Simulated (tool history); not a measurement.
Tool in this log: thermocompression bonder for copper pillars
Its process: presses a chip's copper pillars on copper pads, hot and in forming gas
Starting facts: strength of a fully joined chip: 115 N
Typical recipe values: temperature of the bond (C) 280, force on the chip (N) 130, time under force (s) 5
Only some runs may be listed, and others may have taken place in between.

run	hour	temperature of the bond (C)	force on the chip (N)	time under force (s)	force that shears a chip off (N)
1	0.0	280	130	5	73.5
# hour 24.2: forming gas filter changed
2	26.7	280	130	5	73.9
3	47.8	280	130	5	74.1
4	74.1	280	130	5	73.7
5	92.9	280	138	5	79.4
6	115.5	302	138	5	87.7
7	135.9	302	138	5	87.1
8	148.2	305	130	5	84.3
9	164.8	305	130	5	85.2
10	184.3	280	130	14	95.4
11	206.0	280	130	5	72.7
12	232.2	280	130	5	73.1
13	253.4	280	130	5	73.4
14	275.6	280	179	5	89.8
15	288.2	280	179	5	87.5
16	309.5	280	130	5	72.7
17	329.2	280	130	5	73.1
18	352.9	280	130	5	73.5
19	374.0	280	130	5	74.2
20	394.9	280	130	5	71.7
21	407.7	280	130	5	74.6
22	431.0	300	130	7	90.0
23	452.0	300	130	7	90.7
24	478.7	279	167	5	86.8
25	500.1	290	123	5	76.2
26	526.5	264	173	11	96.5
27	541.0	264	173	11	94.9

Expected results for the next run?
# hour 561.8: forming gas filter changed
28	566.2	264	173	5	?

force that shears a chip off (N): 79.8
Without the tool's hidden state the same run would have given force that shears a chip off (N) 80.3.

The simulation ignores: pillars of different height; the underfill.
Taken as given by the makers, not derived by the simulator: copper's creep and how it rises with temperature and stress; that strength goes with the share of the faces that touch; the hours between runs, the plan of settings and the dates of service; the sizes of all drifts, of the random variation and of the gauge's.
